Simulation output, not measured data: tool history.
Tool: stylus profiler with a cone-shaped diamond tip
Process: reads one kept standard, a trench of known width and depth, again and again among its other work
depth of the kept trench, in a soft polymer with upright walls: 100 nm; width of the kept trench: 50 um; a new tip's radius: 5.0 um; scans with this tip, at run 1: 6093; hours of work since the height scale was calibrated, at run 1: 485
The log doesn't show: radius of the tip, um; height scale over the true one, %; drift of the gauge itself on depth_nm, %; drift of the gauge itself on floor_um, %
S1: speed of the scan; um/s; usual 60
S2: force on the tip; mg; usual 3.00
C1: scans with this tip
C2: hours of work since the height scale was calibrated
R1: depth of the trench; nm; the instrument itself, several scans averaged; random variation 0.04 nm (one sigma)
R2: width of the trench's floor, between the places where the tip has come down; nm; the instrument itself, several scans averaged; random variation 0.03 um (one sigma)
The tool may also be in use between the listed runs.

Run 1, day 0.000: usual settings; C1 6093; C2 485. Result: R1 100.70 nm, R2 47660 nm.
Run 2, day 4.271: usual settings; C1 6903; C2 549. Result: R1 100.69 nm, R2 47640 nm.
Run 3, day 6.329: usual settings; C1 7293; C2 580. Result: R1 100.74 nm, R2 47630 nm.
Run 4, day 10.388: usual settings but S1 195 um/s; C1 8063; C2 642. Result: R1 100.72 nm, R2 47180 nm.
Run 5, day 12.938: usual settings; C1 8546; C2 680. Result: R1 100.71 nm, R2 47570 nm.
Run 6, day 16.917: usual settings; C1 9300; C2 740. Result: R1 100.69 nm, R2 47560 nm.
Run 7, day 20.717: usual settings but S1 141 um/s; C1 10020; C2 798. Result: R1 100.64 nm, R2 47290 nm.
Run 8, day 24.571: usual settings; C1 10751; C2 856. Result: R1 100.65 nm, R2 47560 nm.
Run 9, day 28.742: usual settings but S2 1.71 mg; C1 11542; C2 919. Result: R1 100.32 nm, R2 47440 nm.
Run 10, day 32.175: usual settings but S2 1.71 mg; C1 12192; C2 970. Result: R1 100.26 nm, R2 47370 nm.
Run 11, day 35.104: usual settings but S2 3.76 mg; C1 12747; C2 1015. Result: R1 100.67 nm, R2 47480 nm.
Run 12, day 36.833: usual settings but S2 1.44 mg; C1 13076; C2 1041. Result: R1 100.22 nm, R2 47380 nm.
Run 13, day 39.929: usual settings but S2 1.44 mg; C1 13662; C2 1087. Result: R1 100.22 nm, R2 47330 nm.
Run 14, day 43.538: usual settings but S1 18 um/s; C1 14346; C2 1142. Result: R1 100.55 nm, R2 47560 nm.
At day 44.367: height scale calibrated on a step standard.
Run 15, day 45.488: usual settings but S1 18 um/s; C1 14712; C2 17. Result: R1 100.95 nm, R2 47520 nm.
Run 16, day 49.475: usual settings but S1 130 um/s; C1 15468; C2 77. Result: R1 100.90 nm, R2 47180 nm.
Run 17, day 53.579: usual settings but S1 130 um/s; C1 16245; C2 139. Result: R1 100.91 nm, R2 47200 nm.
Run 18, day 56.579: usual settings but S1 130 um/s; C1 16814; C2 184. Result: R1 100.86 nm, R2 47160 nm.
Run 19, day 59.696: usual settings but S1 32 um/s; C1 17405; C2 231. Result: R1 100.88 nm, R2 47410 nm.
Run 20, day 61.879: usual settings but S1 15 um/s; C1 17819; C2 264. Result: R1 100.82 nm, R2 47490 nm.
Run 21, day 64.033: usual settings but S1 206 um/s, S2 4.99 mg; C1 18227; C2 297. Result: R1 101.18 nm, R2 47080 nm.
Run 22, day 65.896: usual settings but S1 168 um/s, S2 3.17 mg; C1 18581; C2 325. Result: R1 100.87 nm, R2 47010 nm.
Run 23, day 68.850: usual settings but S1 16 um/s, S2 3.44 mg; C1 19140; C2 369. Result: R1 100.94 nm, R2 47430 nm.
Run 24, day 71.883: usual settings but S1 111 um/s, S2 8.27 mg; C1 19715; C2 415. Result: R1 101.73 nm, R2 47290 nm.
Run 25, day 74.712: usual settings but S1 127 um/s, S2 2.86 mg; C1 20252; C2 458. Result: R1 100.66 nm, R2 46990 nm.
Run 26, day 78.304: usual settings but S1 127 um/s, S2 2.86 mg; C1 20933; C2 512. Result: R1 100.70 nm, R2 47040 nm.
Run 27, day 80.904: usual settings but S1 48 um/s, S2 2.27 mg; C1 21425; C2 551. Result: R1 100.54 nm, R2 47280 nm.
Run 28, day 84.258: usual settings but S1 75 um/s; C1 22061; C2 602. Result: R1 100.69 nm, R2 47210 nm.
Run 29, day 87.567: usual settings but S1 148 um/s; C1 22689; C2 652. Result: R1 100.69 nm, R2 46980 nm.
Run 30, day 90.729: usual settings but S1 44 um/s, S2 3.13 mg; C1 23288; C2 700. Result: R1 100.70 nm, R2 47280 nm.
Run 31, day 94.538: usual settings but S1 44 um/s, S2 3.13 mg; C1 24010; C2 757. Result: R1 100.70 nm, R2 47160 nm.
Run 32, day 97.292: usual settings but S1 109 um/s, S2 5.10 mg; C1 24531; C2 799. Result: R1 101.06 nm, R2 47100 nm.
Run 33, day 100.650: usual settings but S1 109 um/s, S2 5.10 mg; C1 25168; C2 849. Result: R1 100.97 nm, R2 47080 nm.
Run 34, day 104.138: usual settings but S1 47 um/s, S2 1.55 mg; C1 25830; C2 902. Result: R1 100.32 nm, R2 47120 nm.
Run 35, day 106.533: usual settings but S1 47 um/s, S2 1.55 mg; C1 26283; C2 938. Result: R1 100.33 nm, R2 47160 nm.
Run 36, day 108.788: usual settings but S1 180 um/s, S2 8.56 mg; C1 26710; C2 972. Result: R1 101.59 nm, R2 46950 nm.
Run 37, day 112.196: usual settings but S1 180 um/s, S2 8.56 mg; C1 27357; C2 1023. Result: R1 101.49 nm, R2 47000 nm.
Run 38, day 114.583: usual settings but S1 180 um/s, S2 8.56 mg; C1 27809; C2 1059. Result: R1 101.44 nm, R2 46940 nm.

Run 39 comes next. What will it give?
Run 39, day 117.446: usual settings but S1 163 um/s, S2 3.83 mg; C1 28352; C2 1103. Result: R1 ?, R2 ?.

R1: 100.74 nm
R2: 46890 nm
Without the tool's hidden state the same run would have given R1 101.12 nm, R2 47650 nm.

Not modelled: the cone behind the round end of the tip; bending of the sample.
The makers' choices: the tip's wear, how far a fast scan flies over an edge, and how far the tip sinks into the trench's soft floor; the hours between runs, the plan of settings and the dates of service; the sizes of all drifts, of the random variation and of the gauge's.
